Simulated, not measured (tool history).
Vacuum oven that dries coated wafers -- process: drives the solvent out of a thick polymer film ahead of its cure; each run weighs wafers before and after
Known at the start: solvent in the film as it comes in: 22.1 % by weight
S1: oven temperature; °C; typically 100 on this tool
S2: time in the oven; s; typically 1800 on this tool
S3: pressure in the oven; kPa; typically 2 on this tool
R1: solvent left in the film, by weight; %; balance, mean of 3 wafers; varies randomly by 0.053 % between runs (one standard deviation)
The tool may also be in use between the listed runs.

run 1 hour=0 | S1=100 S2=1800 S3=2 | R1=1.87
run 2 hour=62.6 | S1=100 S2=1800 S3=2 | R1=1.83
run 3 hour=116.9 | S1=100 S2=1920 S3=2 | R1=1.74
run 4 hour=165.9 | S1=88 S2=1920 S3=2 | R1=5.18
run 5 hour=214.7 | S1=112 S2=1920 S3=2 | R1=0.69
run 6 hour=286 | S1=98 S2=1800 S3=2 | R1=2.24
run 7 hour=323.4 | S1=98 S2=1800 S3=2 | R1=2.38
run 8 hour=367.6 | S1=100 S2=1200 S3=2 | R1=3.19
-- hour=376.3 oven's thermocouples calibrated
run 9 hour=413.3 | S1=100 S2=1200 S3=2 | R1=3.27
run 10 hour=483.5 | S1=100 S2=1200 S3=2 | R1=3.11
run 11 hour=517.6 | S1=98 S2=1200 S3=1.81 | R1=3.58
run 12 hour=589.6 | S1=98 S2=1200 S3=1.81 | R1=3.7
-- hour=596.8 oven's thermocouples calibrated, once more
run 13 hour=663.7 | S1=107 S2=1800 S3=7.1 | R1=3.08
run 14 hour=734.9 | S1=100 S2=1080 S3=3.44 | R1=4.44
run 15 hour=791 | S1=100 S2=1080 S3=3.44 | R1=4.43
run 16 hour=851 | S1=100 S2=1080 S3=1.32 | R1=3.53
run 17 hour=911.1 | S1=100 S2=1320 S3=1.22 | R1=2.5

For some of the steps in R1 from one run to the next: how much would appear even if the tool had no hidden state, given the settings, what came in and random variation, and how much remains for the hidden state plus any gauge scatter that the measured result and the result without hidden state don't share?
The tool's hidden condition here consists of: true wafer temperature over the reading, C; true pressure over the reading, kPa; drift of the gauge itself on solvent_pct, %.
Run 4 -> 5: S1 88 -> 112. R1 -4.49 %: hidden state +0.13, all else -4.62.
Run 12 -> 13: S1 98 -> 107, S2 1200 -> 1800, S3 1.81 -> 7.1, oven's thermocouples calibrated, once more. R1 -0.62 %: hidden state +0.27, all else -0.89.
